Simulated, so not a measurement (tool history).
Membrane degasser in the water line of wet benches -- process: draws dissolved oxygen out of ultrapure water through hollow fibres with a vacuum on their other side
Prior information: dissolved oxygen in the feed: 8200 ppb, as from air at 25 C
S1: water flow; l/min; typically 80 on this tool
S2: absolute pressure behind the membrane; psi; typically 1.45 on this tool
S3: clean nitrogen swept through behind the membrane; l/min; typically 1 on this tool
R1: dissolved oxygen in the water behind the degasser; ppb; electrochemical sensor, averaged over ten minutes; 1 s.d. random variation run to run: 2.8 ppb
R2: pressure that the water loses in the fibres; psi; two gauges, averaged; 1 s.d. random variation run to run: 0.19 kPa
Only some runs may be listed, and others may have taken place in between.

run,hour,S1,S2,S3,R1,R2
1,0,80,1.45,1,865.7,5.922
2,146.5,80,1.45,1,867.6,5.938
3,258.7,49,1.45,1,613.6,3.675
4,404.2,49,1.45,1,617.3,3.672
5,493.2,49,1.45,1,616.9,3.661
6,644.1,49,1.45,1,615.6,3.659
7,804.3,80,2.18,1,1409.2,6.028
8,967.6,80,1.45,1.7,611.7,6.079
9,1149.7,80,1.45,1.7,610.2,6.051
10,1255.1,80,1.45,0.8,998.5,6.051
11,1347.7,80,1.45,0.8,1003.2,6.06
12,1439.2,80,1.45,0.8,1001.6,6.093
# hour 1584: seals of the vacuum lines changed
13,1620.8,80,1.45,1,878.2,6.08
14,1764.9,80,1.55,1,951.2,6.102
15,1901,80,1.45,1,878.2,6.148
16,2049.8,80,1.45,1,885.6,6.076
17,2169.3,80,1.45,1,884.1,6.126
18,2322.7,80,1.45,1,879.7,6.173
19,2511,80,1.45,1,887.2,6.163
20,2604.3,80,1.45,1,884,6.125
21,2740.6,79,1.45,0.72,1067.4,6.157
22,2840.3,79,1.45,0.91,932.3,6.155
23,3016.5,79,1.45,0.91,933.4,6.157
24,3115.9,68,1.45,1.71,536.7,5.359
25,3304.7,53,1.1,1,448.4,4.122
26,3412.6,62,2.39,1.04,1304.3,4.866
27,3547.1,80,1.45,1.08,847.4,6.29
28,3643.5,80,1.45,1.08,854.1,6.269
29,3729,80,3.58,1.08,2221.3,6.276
30,3830.7,81,3.26,2.78,1090.1,6.415
31,4022.9,99,1.26,1,871.6,7.823
32,4124.2,64,2.64,0.46,2340,5.089

Below, some changes in R1 between adjacent runs. For each, the amount present without the hidden state too (settings, incoming material, random variation) and the amount remaining for the hidden state with gauge scatter not shared by both compared results:
The tool's hidden condition here consists of: membrane still open, %; true pressure behind the membrane over the reading, kPa; air that leaks in behind the membrane, l/min; drift of the gauge itself on oxygen_ppb, %; drift of the gauge itself on loss_of_pressure_kpa, %.
Run 23 -> 24: S1 79 -> 68, S3 0.91 -> 1.71. R1 -396.7 ppb: hidden state -12.8, all else -383.9.
Run 28 -> 29: S2 1.45 -> 3.58. R1 +1367.2 ppb: hidden state -10.1, all else +1377.3.
Run 29 -> 30: S1 80 -> 81, S2 3.58 -> 3.26, S3 1.08 -> 2.78. R1 -1131.2 ppb: hidden state -4.6, all else -1126.6.
Run 30 -> 31: S1 81 -> 99, S2 3.26 -> 1.26, S3 2.78 -> 1. R1 -218.5 ppb: hidden state +31.8, all else -250.3.
Run 31 -> 32: S1 99 -> 64, S2 1.26 -> 2.64, S3 1 -> 0.46. R1 +1468.4 ppb: hidden state -21, all else +1489.4.
